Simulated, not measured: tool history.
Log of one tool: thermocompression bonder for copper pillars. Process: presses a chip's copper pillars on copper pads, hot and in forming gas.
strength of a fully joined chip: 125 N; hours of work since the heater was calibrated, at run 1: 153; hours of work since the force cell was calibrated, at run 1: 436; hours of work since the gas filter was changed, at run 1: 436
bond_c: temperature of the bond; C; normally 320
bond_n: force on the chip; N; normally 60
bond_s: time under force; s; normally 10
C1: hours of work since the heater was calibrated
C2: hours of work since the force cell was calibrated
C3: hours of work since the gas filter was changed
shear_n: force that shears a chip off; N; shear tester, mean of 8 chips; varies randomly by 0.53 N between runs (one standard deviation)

run 1 hour=0 | bond_c=320 bond_n=60 bond_s=10 | C1=153 C2=436 C3=436 | shear_n=66.7
run 2 hour=40.3 | bond_c=320 bond_n=60 bond_s=10 | C1=172 C2=455 C3=455 | shear_n=65.9
run 3 hour=77.8 | bond_c=320 bond_n=60 bond_s=10 | C1=190 C2=473 C3=473 | shear_n=66.1
-- hour=90.4 forming gas filter changed
run 4 hour=125.3 | bond_c=320 bond_n=71 bond_s=10 | C1=212 C2=495 C3=17 | shear_n=75.7
run 5 hour=183.4 | bond_c=320 bond_n=71 bond_s=10 | C1=240 C2=523 C3=44 | shear_n=75.2
run 6 hour=240.4 | bond_c=320 bond_n=71 bond_s=10 | C1=267 C2=550 C3=71 | shear_n=75.8
run 7 hour=281.9 | bond_c=320 bond_n=71 bond_s=10 | C1=286 C2=569 C3=90 | shear_n=76
run 8 hour=345.5 | bond_c=320 bond_n=71 bond_s=10 | C1=316 C2=599 C3=120 | shear_n=77.1
run 9 hour=386.8 | bond_c=320 bond_n=60 bond_s=10 | C1=336 C2=619 C3=140 | shear_n=65.5
run 10 hour=438.9 | bond_c=320 bond_n=40 bond_s=10 | C1=360 C2=643 C3=165 | shear_n=44.5
run 11 hour=483.8 | bond_c=320 bond_n=40 bond_s=10 | C1=381 C2=664 C3=186 | shear_n=45
run 12 hour=543.6 | bond_c=320 bond_n=60 bond_s=20 | C1=410 C2=693 C3=214 | shear_n=81
run 13 hour=572 | bond_c=320 bond_n=60 bond_s=20 | C1=423 C2=706 C3=227 | shear_n=82.1
run 14 hour=602.2 | bond_c=320 bond_n=66 bond_s=10 | C1=437 C2=720 C3=242 | shear_n=72.2
run 15 hour=631.2 | bond_c=315 bond_n=40 bond_s=10 | C1=451 C2=734 C3=255 | shear_n=41.3
-- hour=667.9 force cell calibrated
run 16 hour=680.8 | bond_c=312 bond_n=46 bond_s=13 | C1=474 C2=6 C3=278 | shear_n=51.1
run 17 hour=711 | bond_c=298 bond_n=49 bond_s=15 | C1=488 C2=20 C3=292 | shear_n=47.6
run 18 hour=763.3 | bond_c=298 bond_n=49 bond_s=15 | C1=513 C2=45 C3=317 | shear_n=48.5
run 19 hour=793.4 | bond_c=319 bond_n=71 bond_s=13 | C1=527 C2=59 C3=331 | shear_n=81.8
run 20 hour=846.9 | bond_c=319 bond_n=71 bond_s=13 | C1=552 C2=85 C3=357 | shear_n=80.5
run 21 hour=910.7 | bond_c=320 bond_n=62 bond_s=16 | C1=582 C2=115 C3=387 | shear_n=78.2
run 22 hour=955.3 | bond_c=320 bond_n=62 bond_s=16 | C1=603 C2=136 C3=408 | shear_n=79
run 23 hour=999.8 | bond_c=313 bond_n=71 bond_s=6 | C1=624 C2=157 C3=429 | shear_n=60
run 24 hour=1043.1 | bond_c=320 bond_n=86 bond_s=10 | C1=645 C2=177 C3=449 | shear_n=87.9
run 25 hour=1088 | bond_c=342 bond_n=79 bond_s=29 | C1=666 C2=198 C3=470 | shear_n=115.4
-- hour=1107.2 forming gas filter changed
run 26 hour=1145.8 | bond_c=297 bond_n=60 bond_s=9 | C1=693 C2=225 C3=18 | shear_n=47.7

Hidden state at the last listed run before each entry between runs and at the first one after, where it differs:
Run 3 -> run 4: forming gas filter changed (hour 90.4)
  oxide that the forming gas leaves, % of the face: 0.74 -> 0.51
Run 15 -> run 16: force cell calibrated (hour 667.9)
  force that reaches the chip, % of what is set: 100.2 -> 100; oxide that the forming gas leaves, % of the face: 0.64 -> 0.65
Run 25 -> run 26: forming gas filter changed (hour 1107.2)
  oxide that the forming gas leaves, % of the face: 0.75 -> 0.51

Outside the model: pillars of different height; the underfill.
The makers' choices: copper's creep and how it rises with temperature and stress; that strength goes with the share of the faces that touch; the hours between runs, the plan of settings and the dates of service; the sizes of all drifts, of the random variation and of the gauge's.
